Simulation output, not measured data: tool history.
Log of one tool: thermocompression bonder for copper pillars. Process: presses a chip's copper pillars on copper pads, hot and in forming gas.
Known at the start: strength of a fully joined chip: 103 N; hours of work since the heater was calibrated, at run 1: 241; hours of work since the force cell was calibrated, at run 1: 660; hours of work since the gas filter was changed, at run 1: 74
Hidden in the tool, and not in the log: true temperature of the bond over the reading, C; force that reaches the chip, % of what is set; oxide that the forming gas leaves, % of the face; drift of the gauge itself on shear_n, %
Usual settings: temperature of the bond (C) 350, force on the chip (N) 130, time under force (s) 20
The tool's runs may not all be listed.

run   hour  temperature of the bond (C)  force on the chip (N)  time under force (s)  hours of work since the heater was calibrated  hours of work since the force cell was calibrated  hours of work since the gas filter was changed  force that shears a chip off (N)
  1      0                          350                    130                    20                                            241                                                660                                              74                              58.5
  2   22.8                          350                    130                    26                                            254                                                673                                              86                              63.7
  3   36.8                          350                    130                    26                                            262                                                681                                              94                              63.5
  4   55.9                          350                    130                    26                                            272                                                691                                             104                              64.3
  5   70.3                          350                    130                    26                                            280                                                699                                             112                              63.1
  6   90.1                          350                    130                    26                                            291                                                710                                             123                              62.8
  7  102.8                          350                    130                    26                                            298                                                717                                             130                              62.1
  8  112.6                          350                    189                    20                                            303                                                722                                             136                              77.4
  9  123.9                          350                    189                    20                                            310                                                729                                             142                              76.3
 10  145.4                          350                    130                    20                                            322                                                740                                             154                              56.9
 11  155.5                          350                    130                    20                                            327                                                746                                             159                              57.2
 12  165.5                          360                    130                    20                                            333                                                751                                             165                              62.2
 13  175.6                          360                    130                    20                                            338                                                757                                             170                              62.5
 14  194.8                          350                    130                    20                                            349                                                768                                             181                              56.5
 15    213                          350                    130                    20                                            359                                                778                                             191                              56.5
 16  224.8                          350                     87                    20                                            365                                                784                                             197                              37.6
 17  248.1                          350                    130                    20                                            378                                                797                                             210                              57.2
 18  263.2                          350                    130                    20                                            386                                                805                                             219                              57.5
 19  274.3                          350                    130                    20                                            392                                                811                                             225                              56.6
     278.2  -- force cell calibrated
 20  286.8                          350                    130                    11                                            399                                                  5                                             231                              48.8
 21  310.1                          350                    130                    11                                            411                                                 18                                             244                              50.9
 22  321.8                          325                    130                    20                                            418                                                 24                                             250                              48.2
 23  336.5                          351                    130                    20                                            426                                                 32                                             258                              59.5
 24  359.7                          351                    130                    20                                            439                                                 45                                             271                              57.7
 25  373.5                          354                     90                    20                                            446                                                 52                                             278                              42.9
 26  387.7                          356                    143                    24                                            454                                                 60                                             286                              68.8
 27  405.7                          356                    143                    24                                            464                                                 70                                             296                              69.6
 28    428                          325                     87                    10                                            476                                                 82                                             308                              21.3
 29  450.3                          367                    142                    39                                            489                                                 95                                             321                              81.1
 30  473.2                          366                    162                    26                                            501                                                107                                             333                              77.7
 31  484.9                          328                    130                    36                                            508                                                114                                             340                              59.7
     499.7  -- forming gas filter changed
 32  502.4                          342                    165                    20                                            517                                                123                                               1                                73
 33  525.9                          342                    165                    20                                            530                                                136                                              14                              72.5
 34  546.5                          372                    115                    20                                            541                                                147                                              26                              67.6
 35  561.2                          372                    115                    20                                            549                                                156                                              34                              67.3
 36  573.8                          372                    115                    20                                            556                                                162                                              41                              68.3
 37  586.9                          372                    115                    20                                            564                                                170                                              48                                66
 38  606.6                          372                    115                    20                                            574                                                181                                              59                              66.6
 39  620.8                          372                    124                    53                                            582                                                188                                              67                              86.3

Hidden state at the last listed run before each entry between runs and at the first one after, where it differs:
Between runs 19 and 20: force cell calibrated (hour 278.2)
  force that reaches the chip, % of what is set: 91.5 -> 99.1; oxide that the forming gas leaves, % of the face: 7.08 -> 7.28
  measured less the result without the state, force that shears a chip off (N): -7.7 -> -2.9
Between runs 31 and 32: forming gas filter changed (hour 499.7)
  true temperature of the bond over the reading, C: 3.2 -> 3.3; force that reaches the chip, % of what is set: 98.1 -> 98; oxide that the forming gas leaves, % of the face: 10.57 -> 0.73
  measured less the result without the state, force that shears a chip off (N): -5.9 -> +0.3

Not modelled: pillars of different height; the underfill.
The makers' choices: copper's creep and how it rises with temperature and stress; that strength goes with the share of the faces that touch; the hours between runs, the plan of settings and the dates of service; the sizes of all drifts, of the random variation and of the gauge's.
